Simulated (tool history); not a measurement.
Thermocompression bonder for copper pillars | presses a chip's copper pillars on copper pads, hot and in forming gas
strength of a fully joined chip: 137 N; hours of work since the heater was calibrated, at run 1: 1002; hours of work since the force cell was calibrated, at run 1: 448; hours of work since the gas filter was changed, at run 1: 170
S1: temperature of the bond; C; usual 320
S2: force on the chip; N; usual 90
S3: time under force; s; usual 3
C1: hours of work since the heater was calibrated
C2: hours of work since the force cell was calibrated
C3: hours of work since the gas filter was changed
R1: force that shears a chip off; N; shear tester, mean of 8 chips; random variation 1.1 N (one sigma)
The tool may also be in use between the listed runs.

| run | day | S1 | S2 | S3 | C1 | C2 | C3 | R1 |
|---|---|---|---|---|---|---|---|---|
| 1 | 0.000 | 320 | 90 | 3 | 1002 | 448 | 170 | 87.1 |
|  | 0.433 | heater calibrated with a thermocouple chip |
| 2 | 1.071 | 320 | 90 | 3 | 11 | 464 | 186 | 91.0 |
| 3 | 1.829 | 320 | 90 | 3 | 23 | 477 | 199 | 88.6 |
| 4 | 2.362 | 320 | 90 | 3 | 32 | 486 | 208 | 89.3 |
|  | 3.033 | forming gas filter changed |
| 5 | 3.117 | 320 | 90 | 2 | 45 | 498 | 1 | 89.8 |
| 6 | 3.825 | 320 | 90 | 2 | 56 | 510 | 13 | 89.5 |
| 7 | 4.704 | 315 | 90 | 3 | 71 | 525 | 28 | 92.2 |
| 8 | 5.538 | 315 | 90 | 3 | 85 | 539 | 42 | 95.0 |
| 9 | 6.579 | 315 | 90 | 3 | 102 | 556 | 59 | 91.8 |
| 10 | 7.379 | 315 | 90 | 3 | 116 | 569 | 73 | 92.5 |
| 11 | 7.950 | 315 | 90 | 3 | 125 | 579 | 82 | 92.8 |
| 12 | 8.596 | 315 | 90 | 3 | 136 | 590 | 93 | 92.7 |
| 13 | 9.396 | 315 | 90 | 3 | 149 | 603 | 106 | 91.7 |
| 14 | 10.204 | 315 | 90 | 3 | 163 | 616 | 120 | 90.3 |
| 15 | 11.004 | 320 | 121 | 3 | 176 | 630 | 133 | 103.0 |
| 16 | 11.488 | 320 | 121 | 4 | 184 | 638 | 141 | 110.3 |
| 17 | 12.212 | 320 | 121 | 4 | 196 | 650 | 153 | 107.1 |
| 18 | 12.825 | 320 | 121 | 4 | 207 | 660 | 163 | 106.0 |
| 19 | 13.550 | 323 | 77 | 7 | 219 | 672 | 176 | 104.4 |
| 20 | 14.017 | 308 | 86 | 7 | 226 | 680 | 183 | 97.7 |
| 21 | 15.075 | 333 | 122 | 3 | 244 | 698 | 201 | 107.7 |
| 22 | 15.846 | 300 | 63 | 3 | 257 | 711 | 214 | 60.2 |
|  | 16.158 | forming gas filter changed |
| 23 | 16.512 | 308 | 99 | 3 | 268 | 721 | 6 | 94.6 |
| 24 | 17.517 | 308 | 99 | 3 | 285 | 738 | 23 | 92.2 |
| 25 | 18.467 | 308 | 110 | 3 | 300 | 754 | 39 | 97.5 |

4 ways to go on from here, each from the tool as it stands after run 25. What would each give?
| A | 19.154 | 308 | 102 | 8 | 312 | 766 | 50 | ? |
| B | 19.154 | 320 | 90 | 2 | 312 | 766 | 50 | ? |
| C | 19.154 | 320 | 107 | 3 | 312 | 766 | 50 | ? |
| D | 19.154 | 308 | 110 | 5 | 312 | 766 | 50 | ? |

| run | R1 |
|---|---|
| A | 111.8 |
| B | 84.8 |
| C | 103.2 |
| D | 105.2 |
Without the tool's hidden state the same runs would have given:
| run | R1 |
|---|---|
| A | 116.9 |
| B | 89.6 |
| C | 108.4 |
| D | 110.4 |
